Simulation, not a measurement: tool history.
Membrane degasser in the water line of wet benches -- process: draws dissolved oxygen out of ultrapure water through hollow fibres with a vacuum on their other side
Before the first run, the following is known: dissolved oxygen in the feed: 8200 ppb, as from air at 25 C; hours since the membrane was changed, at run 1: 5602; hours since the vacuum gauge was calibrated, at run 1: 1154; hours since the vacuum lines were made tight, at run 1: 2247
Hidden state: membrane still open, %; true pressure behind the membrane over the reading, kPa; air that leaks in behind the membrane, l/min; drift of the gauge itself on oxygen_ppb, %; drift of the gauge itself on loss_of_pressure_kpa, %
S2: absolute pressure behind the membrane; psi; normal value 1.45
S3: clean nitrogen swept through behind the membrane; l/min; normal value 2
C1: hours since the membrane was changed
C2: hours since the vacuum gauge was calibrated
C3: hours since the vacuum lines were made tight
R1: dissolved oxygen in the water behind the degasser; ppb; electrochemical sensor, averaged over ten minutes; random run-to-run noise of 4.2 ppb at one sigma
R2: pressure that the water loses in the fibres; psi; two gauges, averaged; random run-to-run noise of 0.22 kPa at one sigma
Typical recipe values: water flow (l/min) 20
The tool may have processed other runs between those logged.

Run 1, hour 0: usual settings; C1 5602; C2 1154; C3 2247. Result: R1 484.5 ppb, R2 8.301 psi.
Run 2, hour 229: usual settings; C1 5831; C2 1383; C3 2476. Result: R1 481.3 ppb, R2 8.184 psi.
Run 3, hour 428.6: usual settings; C1 6031; C2 1583; C3 2675. Result: R1 478.9 ppb, R2 8.321 psi.
Run 4, hour 639.4: usual settings; C1 6242; C2 1793; C3 2886. Result: R1 488.6 ppb, R2 8.303 psi.
Run 5, hour 983.2: usual settings but S2 1.52 psi; C1 6586; C2 2137; C3 3230. Result: R1 505.1 ppb, R2 8.403 psi.
Run 6, hour 1240.7: usual settings but S2 1.52 psi; C1 6843; C2 2395; C3 3488. Result: R1 511.2 ppb, R2 8.361 psi.
Run 7, hour 1474.2: usual settings but S2 1.52 psi; C1 7077; C2 2628; C3 3721. Result: R1 514.3 ppb, R2 8.383 psi.
Run 8, hour 1641.5: usual settings but S2 3.5 psi; C1 7244; C2 2795; C3 3888. Result: R1 771.8 ppb, R2 8.417 psi.
Run 9, hour 1820.7: usual settings; C1 7423; C2 2975; C3 4067. Result: R1 517.4 ppb, R2 8.402 psi.
Run 10, hour 1969.9: usual settings; C1 7572; C2 3124; C3 4217. Result: R1 513.8 ppb, R2 8.389 psi.
At hour 1988.2: vacuum gauge calibrated.
Run 11, hour 2267.2: usual settings; C1 7869; C2 279; C3 4513. Result: R1 509.7 ppb, R2 8.451 psi.
Run 12, hour 2505.9: usual settings but S3 4.71 l/min; C1 8108; C2 518; C3 4752. Result: R1 434.1 ppb, R2 8.466 psi.
Run 13, hour 2858.4: usual settings but S3 4.71 l/min; C1 8460; C2 870; C3 5105. Result: R1 439.2 ppb, R2 8.551 psi.
Run 14, hour 3209.8: usual settings but S3 4.71 l/min; C1 8812; C2 1222; C3 5456. Result: R1 433.1 ppb, R2 8.599 psi.
At hour 3464.9: vacuum gauge calibrated, once more.
Run 15, hour 3503.4: usual settings but S3 3.03 l/min; C1 9105; C2 38; C3 5749. Result: R1 474.1 ppb, R2 8.627 psi.
Run 16, hour 3672: usual settings but S3 3.03 l/min; C1 9273; C2 207; C3 5918. Result: R1 466.5 ppb, R2 8.586 psi.
Run 17, hour 3929.8: usual settings but water flow (l/min) 22, S3 0.98 l/min; C1 9531; C2 465; C3 6176. Result: R1 744.5 ppb, R2 9.497 psi.
Run 18, hour 4118.5: usual settings but water flow (l/min) 19, S2 1.32 psi, S3 1.98 l/min; C1 9720; C2 654; C3 6364. Result: R1 487.5 ppb, R2 8.192 psi.
At hour 4209.6: seals of the vacuum lines changed.
Run 19, hour 4387.8: usual settings but water flow (l/min) 19, S2 1.32 psi, S3 1.98 l/min; C1 9987; C2 921; C3 178. Result: R1 489 ppb, R2 8.209 psi.
At hour 4703.6: membrane cartridge changed.
Run 20, hour 4703.6: usual settings but water flow (l/min) 17, S2 2.52 psi, S3 2.6 l/min; C1 0; C2 1233; C3 490. Result: R1 411.5 ppb, R2 6.601 psi.
Run 21, hour 5034.9: usual settings but water flow (l/min) 28, S2 1.12 psi, S3 0.95 l/min; C1 331; C2 1564; C3 821. Result: R1 704.1 ppb, R2 10.858 psi.
Run 22, hour 5364.3: usual settings but water flow (l/min) 25, S2 0.88 psi, S3 0.95 l/min; C1 661; C2 1893; C3 1151. Result: R1 551.4 ppb, R2 9.802 psi.
Run 23, hour 5710.5: usual settings but water flow (l/min) 16, S2 1.12 psi, S3 2.73 l/min; C1 1007; C2 2240; C3 1497. Result: R1 250.8 ppb, R2 6.293 psi.
Run 24, hour 6045.8: usual settings but water flow (l/min) 14, S2 2.39 psi, S3 2.73 l/min; C1 1342; C2 2575; C3 1832. Result: R1 310.8 ppb, R2 5.488 psi.
Run 25, hour 6404.1: usual settings but water flow (l/min) 31, S2 2.09 psi, S3 0.99 l/min; C1 1700; C2 2933; C3 2190. Result: R1 1162.5 ppb, R2 12.308 psi.
Run 26, hour 6590.1: usual settings but water flow (l/min) 31, S2 2.09 psi, S3 0.99 l/min; C1 1887; C2 3119; C3 2377. Result: R1 1172.1 ppb, R2 12.248 psi.
Run 27, hour 6778.8: usual settings but water flow (l/min) 31, S2 2.09 psi, S3 0.99 l/min; C1 2075; C2 3308; C3 2565. Result: R1 1178 ppb, R2 12.282 psi.
At hour 6974.3: vacuum gauge calibrated.
Run 28, hour 7141.3: usual settings but water flow (l/min) 31, S2 2.09 psi, S3 0.99 l/min; C1 2437; C2 167; C3 2927. Result: R1 1188.6 ppb, R2 12.225 psi.
Run 29, hour 7451.7: usual settings but water flow (l/min) 17, S2 1.6 psi, S3 1.73 l/min; C1 2748; C2 477; C3 3238. Result: R1 398.4 ppb, R2 6.796 psi.
Run 30, hour 7640.1: usual settings but water flow (l/min) 17, S2 1.6 psi, S3 1.73 l/min; C1 2936; C2 666; C3 3426. Result: R1 398.5 ppb, R2 6.852 psi.
Run 31, hour 7904.7: usual settings but water flow (l/min) 26, S3 4.85 l/min; C1 3201; C2 930; C3 3691. Result: R1 538.1 ppb, R2 10.467 psi.

Alternative continuations, all from the tool just after run 31; predict every row:
Run A, hour 8069.5: usual settings but water flow (l/min) 22, S2 1.74 psi, S3 2.24 l/min; C1 3365; C2 1095; C3 3855. Result: R1 ?, R2 ?.
Run B, hour 8069.5: usual settings but water flow (l/min) 19, S3 4.85 l/min; C1 3365; C2 1095; C3 3855. Result: R1 ?, R2 ?.
Run C, hour 8069.5: usual settings but water flow (l/min) 21, S3 3.53 l/min; C1 3365; C2 1095; C3 3855. Result: R1 ?, R2 ?.

run     R1     R2
  A  549.9  8.812
  B  344.6  7.646
  C  429.3  8.437
Take away the tool's hidden state, keep each run's random variation, and the runs would have read:
run     R1     R2
  A  506.9  8.479
  B  308.7  7.356
  C  388.5  8.118
